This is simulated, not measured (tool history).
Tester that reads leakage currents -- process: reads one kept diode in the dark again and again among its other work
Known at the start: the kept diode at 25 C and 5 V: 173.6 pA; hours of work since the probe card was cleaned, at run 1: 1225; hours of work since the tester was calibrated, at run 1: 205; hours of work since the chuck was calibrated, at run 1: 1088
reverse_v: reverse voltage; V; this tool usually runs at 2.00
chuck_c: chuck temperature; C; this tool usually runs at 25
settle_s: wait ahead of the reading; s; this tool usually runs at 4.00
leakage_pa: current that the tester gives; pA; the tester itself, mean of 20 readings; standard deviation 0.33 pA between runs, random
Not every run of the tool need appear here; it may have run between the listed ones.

run    hour  reverse_v  chuck_c  settle_s  hours of work since the probe card was cleaned  hours of work since the tester was calibrated  hours of work since the chuck was calibrated  leakage_pa
  1     0.0       2.00       25      4.00                                            1225                                            205                                          1088      122.44
  2   189.2       3.52       25      4.00                                            1316                                            295                                          1178      164.31
  3   312.1       3.52       25      4.00                                            1375                                            354                                          1237      165.67
  4   554.5       2.00       24      4.00                                            1491                                            470                                          1353      114.77
  5   798.8       2.00       24      4.00                                            1608                                            587                                          1470      115.75
      893.6  -- chuck's temperature calibrated
  6   942.6       2.00       24      4.00                                            1676                                            655                                            23      104.41
  7  1138.8       2.00       25      4.00                                            1770                                            749                                           117      116.29
  8  1352.8       2.00       25      4.00                                            1872                                            852                                           220      116.68
  9  1511.7       2.00       58      4.00                                            1948                                            928                                           296     1888.23
 10  1768.0       2.00       58      4.00                                            2071                                           1050                                           419     1902.56
     1980.7  -- probe card cleaned and baked
 11  1984.3       2.00       25      4.00                                               2                                           1152                                           521      114.23
 12  2141.0       2.00       25      4.00                                              77                                           1227                                           596      115.18
 13  2414.2       2.00       43      4.00                                             208                                           1358                                           727      578.89
 14  2674.1       1.13       25      4.00                                             332                                           1483                                           851       88.29
 15  2920.0       1.13       25      4.00                                             450                                           1600                                           969       89.19
 16  3136.5       1.13       25      4.00                                             553                                           1704                                          1072       90.35
 17  3311.5       2.00       25      4.00                                             637                                           1788                                          1156      121.60
 18  3541.9       2.00       25      5.54                                             748                                           1898                                          1267      122.24
 19  3746.2       2.00       25      0.50                                             845                                           1996                                          1364      124.77
 20  3986.3       2.00       25      0.50                                             960                                           2111                                          1479      126.67
     4061.5  -- chuck's temperature calibrated
 21  4122.9       8.03       28      1.24                                            1025                                           2175                                            29      305.09
 22  4282.9       8.03       40      9.41                                            1101                                           2252                                           106      874.85
 23  4532.6       7.71       58      0.62                                            1221                                           2372                                           226     3684.77
 24  4648.9       1.24       43      1.12                                            1277                                           2427                                           281      444.03
 25  4886.2       2.00       50      1.81                                            1390                                           2541                                           395     1007.27
 26  5016.8       2.00       53      4.00                                            1453                                           2603                                           457     1289.67
 27  5164.2       2.00       53      4.00                                            1523                                           2674                                           528     1285.93
 28  5322.5       2.00       53      4.00                                            1599                                           2750                                           604     1294.20
 29  5451.4       1.82       22      4.00                                            1661                                           2812                                           665       86.13
 30  5711.8       1.82       32      1.46                                            1785                                           2936                                           790      215.70
 31  5934.6       1.82       32      1.46                                            1892                                           3043                                           897      218.04
 32  6182.0       1.82       32      1.46                                            2011                                           3161                                          1015      218.23
 33  6391.8       4.70       32      3.18                                            2111                                           3262                                          1116      359.17
     6520.3  -- probe card cleaned and baked
 34  6631.8       9.66       27      3.18                                              53                                           3375                                          1229      318.47
 35  6793.1       9.66       27      3.18                                             131                                           3452                                          1306      320.70
 36  6932.4       1.41       31      0.44                                             197                                           3519                                          1373      177.75
 37  7063.1       1.41       31      0.44                                             260                                           3582                                          1436      178.25
     7230.7  -- chuck's temperature calibrated
 38  7289.2      18.60       25      0.37                                             367                                           3689                                            28      363.06
 39  7533.3       2.00       28      2.68                                             484                                           3806                                           145      148.90

Entry by entry between the runs, the difference in hidden state between the last listed run before and the first listed run after:
From run 5 to run 6: chuck's temperature calibrated (hour 893.6)
  stray current of the dirty probe card, pA a volt: 2.049 -> 2.133; true chuck temperature over the reading, C: 1.16 -> 0.06
  measured less the result without the state, leakage_pa: +15.78 -> +4.86 pA
From run 10 to run 11: probe card cleaned and baked (hour 1980.7)
  stray current of the dirty probe card, pA a volt: 2.627 -> 0.024; current scale over the true one, %: 0.03 -> 0.01; true chuck temperature over the reading, C: 0.36 -> 0.43
  measured less the result without the state, leakage_pa: +57.20 -> +4.61 pA
From run 20 to run 21: chuck's temperature calibrated (hour 4061.5)
  stray current of the dirty probe card, pA a volt: 1.229 -> 1.301; true chuck temperature over the reading, C: 1.16 -> 0.03
  measured less the result without the state, leakage_pa: +15.07 -> +10.79 pA
From run 33 to run 34: probe card cleaned and baked (hour 6520.3)
  stray current of the dirty probe card, pA a volt: 2.657 -> 0.101; current scale over the true one, %: -0.21 -> -0.22; true chuck temperature over the reading, C: 0.83 -> 0.92
  measured less the result without the state, leakage_pa: +36.82 -> +26.27 pA
From run 37 to run 38: chuck's temperature calibrated (hour 7230.7)
  stray current of the dirty probe card, pA a volt: 0.365 -> 0.504; current scale over the true one, %: -0.24 -> -0.25; true chuck temperature over the reading, C: 1.08 -> 0.03
  measured less the result without the state, leakage_pa: +16.64 -> +9.14 pA
